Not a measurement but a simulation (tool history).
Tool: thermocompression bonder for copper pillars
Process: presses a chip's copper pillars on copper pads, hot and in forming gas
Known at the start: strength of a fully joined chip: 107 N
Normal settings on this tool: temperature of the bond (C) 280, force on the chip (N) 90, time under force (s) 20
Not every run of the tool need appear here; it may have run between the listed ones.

run   hour  temperature of the bond (C)  force on the chip (N)  time under force (s)  force that shears a chip off (N)
  1    0.0                          280                     90                    20                              53.1
  2   24.7                          280                     90                    20                              53.0
  3   54.6                          280                     90                    20                              53.6
  4   85.8                          280                     90                    20                              52.8
  5   99.9                          280                     90                    20                              53.6
  6  124.3                          280                     90                    22                              53.7
  7  145.8                          280                     90                    22                              56.2
     158.2  -- forming gas filter changed
  8  162.9                          280                     65                    20                              40.5
  9  179.1                          280                    133                    20                              74.3
 10  200.0                          280                     67                    36                              50.7
 11  224.9                          264                    119                    21                              57.6
     229.4  -- force cell calibrated
 12  257.7                          291                    119                    24                              80.3
 13  286.7                          291                    119                    24                              79.6
 14  301.9                          291                    119                    20                              75.1
 15  321.2                          291                    119                    20                              75.8
 16  335.6                          280                     77                    20                              46.1
 17  363.7                          280                     77                    46                              61.2

Forecast each of these 5 alternatives for the next run:
  A  377.7                          309                     90                    20                                 ?
  B  377.7                          274                    107                    55                                 ?
  C  377.7                          280                    119                    20                                 ?
  D  377.7                          287                     90                    20                                 ?
  E  377.7                          281                     90                    28                                 ?

run  force that shears a chip off (N)
  A                              73.8
  B                              77.3
  C                              69.0
  D                              58.3
  E                              59.9
With no hidden state in the tool, these same runs would have given:
run  force that shears a chip off (N)
  A                              75.6
  B                              78.8
  C                              70.4
  D                              59.7
  E                              61.2
